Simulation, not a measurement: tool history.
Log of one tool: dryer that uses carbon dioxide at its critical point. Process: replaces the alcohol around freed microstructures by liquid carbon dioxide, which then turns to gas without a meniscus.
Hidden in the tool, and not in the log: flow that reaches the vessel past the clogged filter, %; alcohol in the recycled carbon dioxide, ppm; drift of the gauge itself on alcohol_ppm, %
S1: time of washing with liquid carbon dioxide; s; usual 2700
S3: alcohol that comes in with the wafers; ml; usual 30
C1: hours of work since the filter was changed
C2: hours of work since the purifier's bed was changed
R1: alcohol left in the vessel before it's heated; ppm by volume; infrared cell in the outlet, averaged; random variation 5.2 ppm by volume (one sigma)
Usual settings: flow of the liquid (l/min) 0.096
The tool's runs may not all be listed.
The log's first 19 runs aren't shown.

run 20 day=9.129 | S1=2700 flow_of_the_liquid_(l/min)=0.096 S3=30 | C1=94 C2=460 | R1=304
run 21 day=9.804 | S1=2700 flow_of_the_liquid_(l/min)=0.096 S3=30 | C1=107 C2=473 | R1=321
run 22 day=10.475 | S1=2700 flow_of_the_liquid_(l/min)=0.096 S3=30 | C1=119 C2=485 | R1=325
run 23 day=10.925 | S1=2700 flow_of_the_liquid_(l/min)=0.096 S3=30 | C1=128 C2=493 | R1=329
run 24 day=11.308 | S1=2700 flow_of_the_liquid_(l/min)=0.096 S3=30 | C1=135 C2=501 | R1=338
run 25 day=11.825 | S1=2700 flow_of_the_liquid_(l/min)=0.096 S3=30 | C1=145 C2=510 | R1=343
run 26 day=12.162 | S1=1920 flow_of_the_liquid_(l/min)=0.0687 S3=118 | C1=151 C2=517 | R1=12613
run 27 day=12.692 | S1=3120 flow_of_the_liquid_(l/min)=0.096 S3=56 | C1=161 C2=527 | R1=329
run 28 day=13.121 | S1=3120 flow_of_the_liquid_(l/min)=0.096 S3=56 | C1=169 C2=535 | R1=327
run 29 day=13.725 | S1=3120 flow_of_the_liquid_(l/min)=0.096 S3=56 | C1=180 C2=546 | R1=330
-- day=14.221 inlet filter changed
run 30 day=14.362 | S1=3120 flow_of_the_liquid_(l/min)=0.096 S3=56 | C1=3 C2=557 | R1=266
run 31 day=14.925 | S1=3120 flow_of_the_liquid_(l/min)=0.096 S3=56 | C1=13 C2=568 | R1=276
run 32 day=15.604 | S1=3180 flow_of_the_liquid_(l/min)=0.0865 S3=56 | C1=26 C2=580 | R1=354
run 33 day=16.254 | S1=3180 flow_of_the_liquid_(l/min)=0.0865 S3=56 | C1=38 C2=593 | R1=368
run 34 day=16.767 | S1=3180 flow_of_the_liquid_(l/min)=0.0865 S3=56 | C1=48 C2=602 | R1=372
run 35 day=17.296 | S1=1800 flow_of_the_liquid_(l/min)=0.0641 S3=99 | C1=58 C2=612 | R1=13140
run 36 day=17.954 | S1=2340 flow_of_the_liquid_(l/min)=0.0641 S3=43 | C1=70 C2=624 | R1=2880
run 37 day=18.446 | S1=1920 flow_of_the_liquid_(l/min)=0.0826 S3=82 | C1=79 C2=634 | R1=4280
run 38 day=19.162 | S1=2280 flow_of_the_liquid_(l/min)=0.1301 S3=82 | C1=93 C2=647 | R1=368
run 39 day=19.838 | S1=2280 flow_of_the_liquid_(l/min)=0.1301 S3=82 | C1=105 C2=660 | R1=392
run 40 day=20.429 | S1=3000 flow_of_the_liquid_(l/min)=0.133 S3=104 | C1=116 C2=671 | R1=249
run 41 day=20.996 | S1=3000 flow_of_the_liquid_(l/min)=0.133 S3=104 | C1=127 C2=681 | R1=247
run 42 day=21.404 | S1=1740 flow_of_the_liquid_(l/min)=0.1497 S3=34 | C1=135 C2=689 | R1=386

4 ways to go on from here, each from the tool as it stands after run 42. What would each give?
run A day=22.05 | S1=1740 flow_of_the_liquid_(l/min)=0.1033 S3=91 | C1=147 C2=701 | R1=?
run B day=22.05 | S1=1740 flow_of_the_liquid_(l/min)=0.0678 S3=34 | C1=147 C2=701 | R1=?
run C day=22.05 | S1=1740 flow_of_the_liquid_(l/min)=0.0641 S3=34 | C1=147 C2=701 | R1=?
run D day=22.05 | S1=3180 flow_of_the_liquid_(l/min)=0.096 S3=25 | C1=147 C2=701 | R1=?

run=A R1=3241
run=B R1=5201
run=C R1=5901
run=D R1=289
Without the tool's hidden state the same runs would have given:
run=A R1=2098
run=B R1=3938
run=C R1=4557
run=D R1=32
